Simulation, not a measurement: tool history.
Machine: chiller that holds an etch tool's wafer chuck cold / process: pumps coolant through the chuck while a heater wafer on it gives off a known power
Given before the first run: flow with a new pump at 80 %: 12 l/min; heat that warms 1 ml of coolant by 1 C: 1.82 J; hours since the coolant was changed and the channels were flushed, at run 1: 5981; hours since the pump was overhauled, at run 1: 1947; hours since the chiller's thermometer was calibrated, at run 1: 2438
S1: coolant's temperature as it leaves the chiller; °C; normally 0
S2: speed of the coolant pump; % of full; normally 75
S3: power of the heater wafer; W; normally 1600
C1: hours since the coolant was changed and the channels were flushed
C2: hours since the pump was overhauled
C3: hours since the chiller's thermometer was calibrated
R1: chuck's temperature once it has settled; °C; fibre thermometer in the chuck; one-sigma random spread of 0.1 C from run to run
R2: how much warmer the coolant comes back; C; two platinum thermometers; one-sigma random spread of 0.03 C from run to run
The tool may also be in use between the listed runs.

run	hour	S1	S2	S3	C1	C2	C3	R1	R2
1	0.0	0	75	1600	5981	1947	2438	12.3	4.70
2	46.3	0	75	1600	6027	1993	2485	12.5	4.69
3	74.7	0	75	1600	6056	2021	2513	12.4	4.72
4	116.8	0	66	1600	6098	2063	2555	13.6	5.40
5	152.7	0	66	1600	6134	2099	2591	13.6	5.39
# hour 179.2: chiller's thermometer calibrated
6	205.2	0	66	1600	6185	2151	26	13.5	5.39
7	257.0	0	66	1600	6237	2203	78	13.6	5.39
8	285.4	5	66	1600	6265	2231	106	18.5	5.35
9	335.6	0	75	1600	6315	2281	156	12.3	4.68
10	388.7	0	75	1600	6369	2334	210	12.1	4.66
11	441.5	0	75	1600	6421	2387	262	12.3	4.60
12	481.4	0	75	1600	6461	2427	302	12.4	4.62
13	522.1	0	75	1600	6502	2468	343	12.4	4.61
14	570.6	0	75	1600	6550	2516	391	12.4	4.56
15	602.7	5	75	1600	6582	2548	423	17.3	4.55
16	630.3	5	75	1600	6610	2576	451	17.4	4.58
17	680.0	0	94	992	6660	2626	501	6.6	2.19
18	739.2	0	94	992	6719	2685	560	6.4	2.17
19	768.8	0	65	1880	6749	2714	590	16.1	6.33
20	822.4	-8	77	2321	6802	2768	643	9.6	6.50
21	878.7	9	86	1600	6858	2824	699	20.1	3.88
22	910.0	9	86	1600	6890	2855	731	20.4	3.89
23	962.8	9	86	1600	6943	2908	784	20.3	3.84
24	994.5	9	86	1600	6974	2940	815	20.3	3.84
25	1022.1	9	86	1600	7002	2968	843	20.3	3.85
26	1062.6	-1	75	1600	7042	3008	883	11.3	4.45
27	1121.0	0	75	1795	7101	3067	942	13.8	5.00
# hour 1165.9: coolant changed, channels flushed
28	1177.9	0	81	2317	12	3117	993	16.8	6.04
# hour 1183.4: gauge calibrated
29	1240.0	6	63	826	74	3179	1055	13.3	2.93
30	1269.4	6	63	2055	104	3209	1084	24.0	7.40
31	1322.9	6	63	2055	157	3262	1138	23.8	7.30

5 options for the next run, each taken on its own from the tool as it stands now. Forecast them:
A	1386.2	5	94	1600	220	3326	1201	?	?
B	1386.2	1	61	1117	220	3326	1201	?	?
C	1386.2	0	66	1600	220	3326	1201	?	?
D	1386.2	-5	75	1600	220	3326	1201	?	?
E	1386.2	0	73	1600	220	3326	1201	?	?

run	R1	R2
A	15.4	3.66
B	10.9	4.08
C	13.5	5.42
D	7.2	4.67
E	12.6	4.82
With the hidden condition removed and each run's random variation left untouched, the same runs would have given:
run	R1	R2
A	15.4	3.69
B	10.9	4.12
C	13.5	5.46
D	7.2	4.71
E	12.6	4.86
